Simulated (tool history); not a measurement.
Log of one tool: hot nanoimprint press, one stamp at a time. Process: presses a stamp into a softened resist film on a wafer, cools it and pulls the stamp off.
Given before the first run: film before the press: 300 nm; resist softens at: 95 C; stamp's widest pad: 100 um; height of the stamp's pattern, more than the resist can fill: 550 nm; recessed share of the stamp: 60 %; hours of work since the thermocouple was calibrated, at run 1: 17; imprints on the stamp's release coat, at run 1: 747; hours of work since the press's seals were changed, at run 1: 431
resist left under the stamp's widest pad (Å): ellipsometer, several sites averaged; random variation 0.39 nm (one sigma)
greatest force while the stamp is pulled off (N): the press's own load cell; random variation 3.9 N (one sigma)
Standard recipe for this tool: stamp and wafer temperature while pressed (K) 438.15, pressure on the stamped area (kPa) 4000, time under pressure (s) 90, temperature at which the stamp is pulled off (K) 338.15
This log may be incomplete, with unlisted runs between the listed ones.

run    hour  stamp and wafer temperature while pressed (K)  pressure on the stamped area (kPa)  time under pressure (s)  temperature at which the stamp is pulled off (K)  hours of work since the thermocouple was calibrated  imprints on the stamp's release coat  hours of work since the press's seals were changed  resist left under the stamp's widest pad (Å)  greatest force while the stamp is pulled off (N)
  1       0                                         438.15                                4000                       90                                            338.15                                                   17                                   747                                                 431                                          1105                                               208
  2    37.4                                         438.15                                4000                       90                                            338.15                                                   44                                   859                                                 458                                          1108                                               224
  3    70.9                                         438.15                                4000                       90                                            338.15                                                   69                                   960                                                 483                                          1105                                               228
       94.7  -- stamp cleaned and given a new release coat
  4   127.4                                         438.15                                4000                       90                                            338.15                                                  105                                    99                                                 519                                          1089                                               191
  5   156.5                                         438.15                                4000                       90                                            338.15                                                  126                                   187                                                 540                                          1088                                               195
  6     224                                         438.15                                4000                       90                                            338.15                                                  175                                   389                                                 589                                          1084                                               204
  7   279.1                                         438.15                                4000                       90                                            339.15                                                  215                                   555                                                 629                                          1086                                               195
  8   350.1                                         438.15                                4000                       90                                            338.15                                                  266                                   769                                                 680                                          1073                                               215
  9     399                                         438.15                                3140                       90                                            338.15                                                  301                                   916                                                 715                                          1188                                               222
      438.4  -- stamp cleaned and given a new release coat
 10   455.6                                         438.15                                3140                       90                                            338.15                                                  338                                    51                                                 752                                          1175                                               181
      515.4  -- plate thermocouple calibrated
 11   515.4                                         438.15                                3140                       90                                            338.15                                                    0                                   222                                                 793                                          1248                                               198
        530  -- press's hydraulic seals changed and the load cell set to zero
 12   558.9                                         438.15                                3140                       90                                            338.15                                                   26                                   329                                                  21                                          1225                                               202
 13   588.6                                         438.15                                3140                       90                                            338.15                                                   47                                   418                                                  42                                          1228                                               208
 14   631.5                                         438.15                                3140                       90                                            338.15                                                   78                                   547                                                  73                                          1213                                               209
 15   671.4                                         438.15                                3140                       90                                            338.15                                                  107                                   667                                                 102                                          1218                                               216
 16   740.5                                         441.15                                5740                       90                                            327.15                                                  157                                   875                                                 152                                           824                                               262
      792.5  -- stamp cleaned and given a new release coat
 17   804.9                                         443.15                                5040                       83                                            337.15                                                  199                                    37                                                 194                                           852                                               178
 18   858.2                                         443.15                                5990                       83                                            324.15                                                  237                                   197                                                 233                                           784                                               245
 19     903                                         443.15                                5990                       83                                            341.15                                                  270                                   332                                                 265                                           778                                               189
 20   948.7                                         428.15                                4000                      148                                            332.15                                                  303                                   470                                                 298                                          1218                                               217
 21  1010.1                                         428.15                                4000                      148                                            332.15                                                  347                                   654                                                 342                                          1210                                               228
     1054.7  -- plate thermocouple calibrated
 22  1071.2                                         428.15                                4830                      148                                            326.15                                                   12                                   829                                                 384                                          1183                                               273
     1140.2  -- stamp cleaned and given a new release coat
 23  1141.5                                         445.15                                4000                       90                                            338.15                                                   58                                     3                                                 431                                           876                                               195
 24  1192.9                                         442.15                                2700                      104                                            331.15                                                   95                                   158                                                 468                                          1077                                               210
 25  1264.2                                         444.15                                4000                       89                                            345.15                                                  147                                   372                                                 519                                           905                                               173
 26  1335.4                                         444.15                                4000                       89                                            345.15                                                  198                                   587                                                 571                                           901                                               179
 27  1385.8                                         431.15                                4950                       90                                            338.15                                                  235                                   738                                                 607                                          1239                                               215
 28  1449.3                                         431.15                                4950                       90                                            338.15                                                  281                                   929                                                 653                                          1233                                               225
       1486  -- stamp cleaned and given a new release coat
 29  1498.4                                         437.15                                4950                      129                                            338.15                                                  312                                    37                                                 684                                           851                                               187

How would selected steps in resist left under the stamp's widest pad (Å) from run to run divide? Give the signed amount a tool lacking its hidden state would still show from settings, what came in and random variation, and the signed amount left for the hidden state, including any gauge scatter that is not in both of the compared results.
Hidden state at play: true temperature over the reading, C; pressure that arrives at the usual setting, %; grip of the stamp's worn release coat, % over a new coat's; drift of the gauge itself on residual_nm, %; drift of the gauge itself on pull_off_n, %.
Run 10 -> 11: plate thermocouple calibrated. resist left under the stamp's widest pad (Å) +73: hidden state +75, all else -2.
Run 15 -> 16: stamp and wafer temperature while pressed (K) 438.15 -> 441.15, pressure on the stamped area (kPa) 3140 -> 5740, temperature at which the stamp is pulled off (K) 338.15 -> 327.15. resist left under the stamp's widest pad (Å) -394: hidden state -2, all else -392.
Run 19 -> 20: stamp and wafer temperature while pressed (K) 443.15 -> 428.15, pressure on the stamped area (kPa) 5990 -> 4000, time under pressure (s) 83 -> 148, temperature at which the stamp is pulled off (K) 341.15 -> 332.15. resist left under the stamp's widest pad (Å) +440: hidden state -31, all else +471.
Run 21 -> 22: pressure on the stamped area (kPa) 4000 -> 4830, temperature at which the stamp is pulled off (K) 332.15 -> 326.15, plate thermocouple calibrated. resist left under the stamp's widest pad (Å) -27: hidden state +71, all else -98.

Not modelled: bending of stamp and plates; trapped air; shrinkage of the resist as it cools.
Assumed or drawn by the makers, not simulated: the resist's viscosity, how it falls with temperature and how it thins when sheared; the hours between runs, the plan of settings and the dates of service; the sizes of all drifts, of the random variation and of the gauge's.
